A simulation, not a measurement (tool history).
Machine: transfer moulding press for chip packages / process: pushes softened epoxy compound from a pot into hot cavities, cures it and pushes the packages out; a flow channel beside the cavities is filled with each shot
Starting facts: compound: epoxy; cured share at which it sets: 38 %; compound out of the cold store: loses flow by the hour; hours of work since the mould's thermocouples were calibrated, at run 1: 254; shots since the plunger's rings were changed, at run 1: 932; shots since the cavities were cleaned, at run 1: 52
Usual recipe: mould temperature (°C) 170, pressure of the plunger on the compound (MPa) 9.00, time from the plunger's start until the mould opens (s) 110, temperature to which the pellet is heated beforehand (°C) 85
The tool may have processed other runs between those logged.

run	day	mould temperature (°C)	pressure of the plunger on the compound (MPa)	time from the plunger's start until the mould opens (s)	temperature to which the pellet is heated beforehand (°C)	hours of work since the mould's thermocouples were calibrated	shots since the plunger's rings were changed	shots since the cavities were cleaned	incoming compound's hours out of the cold store	length that the compound runs in the flow channel (mm)	greatest force on the pins that push the packages out (N)
1	0.000	170	9.00	110	85	254	932	52	22.2	944	593
2	1.350	170	9.00	110	85	279	1373	493	34.0	885	922
# day 2.117: cavities cleaned with cleaning compound and waxed
3	2.200	170	9.00	110	85	294	1631	27	8.8	1013	1469
4	3.425	170	9.00	110	85	317	2031	427	14.9	976	1399
# day 4.367: cavities cleaned with cleaning compound and waxed
5	4.900	170	9.00	110	85	344	2494	174	29.0	892	703
6	5.717	170	9.00	110	85	359	2761	441	19.8	942	979
7	6.442	165	9.00	110	85	373	2998	678	43.8	837	1240
# day 6.650: cavities cleaned with cleaning compound and waxed
8	7.692	170	9.00	110	93	395	3387	341	17.5	948	882
9	8.354	170	9.00	110	89	407	3602	556	14.9	961	967
# day 8.988: cavities cleaned with cleaning compound and waxed
10	9.104	170	9.00	110	89	420	3829	39	18.2	941	587
# day 9.354: cavities cleaned with cleaning compound and waxed, once more
11	10.550	170	9.00	117	85	446	4280	390	14.8	956	835
# day 11.638: cavities cleaned with cleaning compound and waxed
12	11.846	170	9.00	117	85	469	4684	68	40.9	824	537
# day 12.708: plunger's sealing rings changed
13	13.404	170	9.00	117	85	497	228	544	24.2	942	915
# day 14.017: cavities cleaned with cleaning compound and waxed
14	14.367	170	9.00	117	85	513	522	115	43.0	848	623
15	15.192	163	8.42	110	85	529	792	385	32.2	895	1321
16	16.117	169	10.00	136	86	546	1095	688	35.3	931	890
# day 16.300: cavities cleaned with cleaning compound and waxed
17	17.667	167	10.00	114	86	574	1581	447	14.6	1053	1065
# day 18.525: cavities cleaned with cleaning compound and waxed
18	19.092	167	8.95	114	78	600	2026	185	11.8	1008	895
19	19.721	164	9.00	136	77	612	2232	391	19.0	976	891
# day 20.742: cavities cleaned with cleaning compound and waxed
20	20.942	165	7.26	105	87	633	2612	65	26.0	836	947
21	21.862	170	9.00	129	77	651	2912	365	43.9	830	797
# day 22.021: mould's thermocouples calibrated
22	22.875	170	9.00	129	77	16	3216	669	29.5	887	874
# day 23.071: cavities cleaned with cleaning compound and waxed
23	24.229	170	9.29	135	85	40	3639	378	16.7	964	728
# day 25.296: cavities cleaned with cleaning compound and waxed
24	25.671	170	9.29	135	85	66	4090	122	29.5	893	559
25	26.671	176	7.14	113	85	85	4417	449	19.0	806	750
# day 27.567: cavities cleaned with cleaning compound and waxed
26	27.821	176	7.14	113	85	105	4773	83	40.8	713	514
# day 28.458: plunger's sealing rings changed
27	29.379	172	9.00	119	85	133	301	559	13.8	989	857
# day 29.958: cavities cleaned with cleaning compound and waxed
28	30.371	170	9.00	110	87	150	605	135	40.2	858	669

What if the next run were any one of these 4? Each begins from the tool's condition after run 28:
A	31.412	173	10.37	110	85	170	946	476	13.8	?	?
B	31.412	170	9.00	123	87	170	946	476	37.1	?	?
C	31.412	163	8.76	110	94	170	946	476	39.9	?	?
D	31.412	172	7.25	139	85	170	946	476	44.8	?	?

run	length that the compound runs in the flow channel (mm)	greatest force on the pins that push the packages out (N)
A	1047	862
B	870	826
C	869	1292
D	740	796
Stripped of hidden state, with their random variation kept, the same runs would have yielded:
run	length that the compound runs in the flow channel (mm)	greatest force on the pins that push the packages out (N)
A	1055	478
B	876	459
C	876	709
D	746	447
